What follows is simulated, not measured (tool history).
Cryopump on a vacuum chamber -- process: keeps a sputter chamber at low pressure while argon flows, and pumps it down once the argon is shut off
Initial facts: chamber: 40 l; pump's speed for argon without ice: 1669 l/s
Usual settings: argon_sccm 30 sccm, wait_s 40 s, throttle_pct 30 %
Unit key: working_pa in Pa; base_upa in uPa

run,day,argon_sccm,wait_s,throttle_pct,working_pa,base_upa
1,0.000,30,40,30,0.1039,2.46
2,0.317,30,51,30,0.1061,2.17
3,1.046,30,51,30,0.1043,2.24
4,1.371,30,51,30,0.1065,2.28
5,1.858,30,40,30,0.1044,2.52
6,2.221,30,40,30,0.1060,2.60
7,2.904,30,60,30,0.1064,2.24
8,3.217,30,40,30,0.1061,2.58
9,3.758,30,40,30,0.1058,2.59
10,4.146,30,40,30,0.1061,2.55
11,4.646,30,40,30,0.1070,2.66
12,5.138,30,40,30,0.1072,2.64
13,5.496,30,40,30,0.1069,2.63
14,6.054,30,40,30,0.1075,2.58
15,6.658,18,40,16,0.1188,2.68
16,7.250,17,59,19,0.0950,2.39
17,7.938,17,59,19,0.0952,2.37
18,8.588,29,90,23,0.1349,2.22
19,9.262,29,90,23,0.1364,2.27
20,9.888,17,26,30,0.0640,3.36
21,10.529,17,26,30,0.0623,3.44
22,11.150,17,55,30,0.0627,2.61
23,11.667,17,55,30,0.0634,2.67
24,12.046,30,107,46,0.0767,2.30
25,12.771,13,107,46,0.0333,2.31
26,13.162,44,36,42,0.1232,3.19
27,13.667,15,112,18,0.0901,2.33
28,14.338,16,32,60,0.0332,1.61

Withheld: 1 entry from between the runs. Position of each, and hidden state at the listed run before versus the listed run after:
Between runs 27 and 28: leaking fittings of the chamber tightened, without venting (day 13.942)
  pump's speed, % of a pump's without ice: 72.2 -> 71.4; cold plate's temperature, K: 12.57 -> 12.58; leak into the chamber, uPa l/s: 2331 -> 328
  measured result minus the result with no hidden state, working_pa: +0.0060 -> +0.0068 Pa; base_upa: +1.77 -> +0.10 uPa
